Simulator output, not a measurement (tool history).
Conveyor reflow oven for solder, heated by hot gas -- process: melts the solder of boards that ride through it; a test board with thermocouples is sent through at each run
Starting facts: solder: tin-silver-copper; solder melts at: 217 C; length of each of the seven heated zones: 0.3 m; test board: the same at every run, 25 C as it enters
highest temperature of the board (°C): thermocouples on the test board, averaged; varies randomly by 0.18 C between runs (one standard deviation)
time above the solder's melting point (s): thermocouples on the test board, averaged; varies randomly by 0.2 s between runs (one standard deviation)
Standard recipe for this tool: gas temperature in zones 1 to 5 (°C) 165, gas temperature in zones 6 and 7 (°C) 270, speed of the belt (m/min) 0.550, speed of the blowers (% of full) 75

run	hour	gas temperature in zones 1 to 5 (°C)	gas temperature in zones 6 and 7 (°C)	speed of the belt (m/min)	speed of the blowers (% of full)	highest temperature of the board (°C)	time above the solder's melting point (s)
1	0.0	165	270	0.550	75	252.6	46.9
2	12.2	152	270	0.550	75	250.5	41.9
3	20.0	165	283	0.550	75	264.0	53.1
4	31.4	165	283	0.495	75	267.3	61.1
5	49.1	165	283	0.495	75	267.5	61.1
6	58.3	165	283	0.495	75	267.7	61.4
7	73.7	165	283	0.495	75	267.4	60.9
8	88.3	165	283	0.495	75	267.6	61.0
9	98.5	165	270	0.455	75	257.8	61.8
10	114.8	165	270	0.455	75	258.1	62.0
11	128.0	165	270	0.550	75	252.1	46.5
12	142.9	165	270	0.550	75	251.9	46.6
13	151.4	165	270	0.550	57	247.9	42.9
14	167.8	165	270	0.648	75	245.6	34.4
15	175.3	167	270	0.636	75	246.9	36.1
16	188.6	167	270	0.636	75	246.8	36.6
17	203.8	167	270	0.636	85	248.8	38.3
18	221.6	167	264	0.497	58	246.6	48.0
19	237.7	164	275	0.626	55	244.8	34.6
20	252.4	165	265	0.516	75	249.1	48.2
21	264.5	174	260	0.564	54	239.0	36.9
22	272.1	174	260	0.564	54	239.6	37.2
23	285.2	174	260	0.564	54	239.2	36.7
24	298.9	174	260	0.564	54	239.5	36.9
25	313.0	174	260	0.495	69	246.0	51.1
26	325.7	174	260	0.495	69	246.1	51.2

Branching from run 26: 4 alternative next runs. What would each branch give?
A	334.9	171	269	0.605	69	?	?
B	334.9	174	260	0.495	69	?	?
C	334.9	165	281	0.550	75	?	?
D	334.9	165	273	0.550	73	?	?

run	highest temperature of the board (°C)	time above the solder's melting point (s)
A	246.5	39.6
B	246.1	51.1
C	260.5	51.1
D	253.3	46.6
Without the tool's unlogged condition, the same runs would have read:
run	highest temperature of the board (°C)	time above the solder's melting point (s)
A	248.2	40.6
B	247.4	51.9
C	262.3	51.6
D	255.0	47.3

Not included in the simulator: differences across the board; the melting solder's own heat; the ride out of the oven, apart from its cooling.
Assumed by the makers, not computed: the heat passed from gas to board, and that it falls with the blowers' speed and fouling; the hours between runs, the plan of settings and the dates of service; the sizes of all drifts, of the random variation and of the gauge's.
